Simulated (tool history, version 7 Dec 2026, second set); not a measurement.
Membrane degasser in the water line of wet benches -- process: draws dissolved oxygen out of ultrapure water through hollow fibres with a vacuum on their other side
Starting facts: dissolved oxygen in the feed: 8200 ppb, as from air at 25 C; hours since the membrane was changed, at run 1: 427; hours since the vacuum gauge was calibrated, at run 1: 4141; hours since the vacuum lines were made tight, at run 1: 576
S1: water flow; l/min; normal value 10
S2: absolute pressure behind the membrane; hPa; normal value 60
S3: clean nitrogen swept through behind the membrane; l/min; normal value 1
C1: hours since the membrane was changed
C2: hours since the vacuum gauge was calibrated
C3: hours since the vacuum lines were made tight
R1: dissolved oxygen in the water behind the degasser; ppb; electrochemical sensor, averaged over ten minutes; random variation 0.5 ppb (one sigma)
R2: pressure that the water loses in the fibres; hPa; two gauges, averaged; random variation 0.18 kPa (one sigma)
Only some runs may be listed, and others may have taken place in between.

run 1 hour=0 | S1=10 S2=60 S3=1 | C1=427 C2=4141 C3=576 | R1=68.8 R2=432.1
run 2 hour=49.1 | S1=9 S2=60 S3=1 | C1=476 C2=4191 C3=625 | R1=62.8 R2=387
run 3 hour=88.4 | S1=9 S2=60 S3=1 | C1=516 C2=4230 C3=664 | R1=62.2 R2=391.9
run 4 hour=116.4 | S1=9 S2=60 S3=1 | C1=544 C2=4258 C3=692 | R1=62.1 R2=388.2
run 5 hour=166.3 | S1=9 S2=60 S3=1 | C1=593 C2=4308 C3=742 | R1=61.8 R2=389.3
run 6 hour=202 | S1=9 S2=60 S3=1 | C1=629 C2=4343 C3=778 | R1=62 R2=383.8
run 7 hour=243 | S1=9 S2=60 S3=1 | C1=670 C2=4384 C3=819 | R1=61.4 R2=390.3
run 8 hour=296.7 | S1=10 S2=60 S3=2.44 | C1=724 C2=4438 C3=872 | R1=31.5 R2=435.2
-- hour=334 vacuum gauge calibrated
run 9 hour=336.1 | S1=10 S2=60 S3=2.44 | C1=763 C2=2 C3=911 | R1=31.6 R2=433.5
run 10 hour=370.6 | S1=14 S2=60 S3=2.44 | C1=797 C2=37 C3=946 | R1=45.7 R2=607.2
run 11 hour=422.8 | S1=9 S2=110.8 S3=0.86 | C1=849 C2=89 C3=998 | R1=193.6 R2=391.9

Run 12 comes next. What will it give?
run 12 hour=470.5 | S1=8 S2=75.3 S3=0.42 | C1=897 C2=136 C3=1046 | R1=? R2=?

Run 12 came out at R1 184.6 ppb, R2 345 hPa.
Were there no unlogged condition in the tool, this run, its random variation unchanged, would have produced R1 184.6 ppb, R2 345 hPa.
